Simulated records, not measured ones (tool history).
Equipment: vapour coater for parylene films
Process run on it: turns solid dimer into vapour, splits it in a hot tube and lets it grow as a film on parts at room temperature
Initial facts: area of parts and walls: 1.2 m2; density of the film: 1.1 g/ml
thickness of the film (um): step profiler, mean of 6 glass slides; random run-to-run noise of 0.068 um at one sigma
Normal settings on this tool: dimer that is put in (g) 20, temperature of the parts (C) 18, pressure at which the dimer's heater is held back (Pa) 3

run,hour,dimer that is put in (g),temperature of the parts (C),pressure at which the dimer's heater is held back (Pa),thickness of the film (um)
1,0,20,18,3,8.04
2,40.2,20,18,3,8.02
3,80.9,20,18,3,8.12
4,114.7,20,18,3,8.12
5,152.6,20,18,3,8.07
6,184.7,20,18,3,8.11
7,219.5,25,18,3,10.18
8,248.1,13,18,3,5.28
9,272.5,20,18,4.15,7.59
10,302.1,33,23,3,11.61
11,338.7,33,23,3,11.56
12,365.7,19,17,3,7.87
13,388.8,8,18,3,3.22
14,433,11,25,3.24,3.61
15,452.7,11,25,3.24,3.57
# hour 462.6: trap's valve overhauled
16,481.1,11,25,3.24,3.62
17,511.6,20,18,9.25,6.2
18,539.9,9,27,6.32,2.37

Forecast each of these 5 alternatives for the next run:
A,564.5,11,24,6.32,?
B,564.5,8,15,3,?
C,564.5,20,27,6.32,?
D,564.5,20,19,3,?
E,564.5,15,18,5.65,?

run,thickness of the film (um)
A,3.22
B,3.54
C,5.36
D,7.92
E,5.24
What these runs would have given with no unlogged condition in the tool:
run,thickness of the film (um)
A,3.22
B,3.54
C,5.37
D,7.92
E,5.24
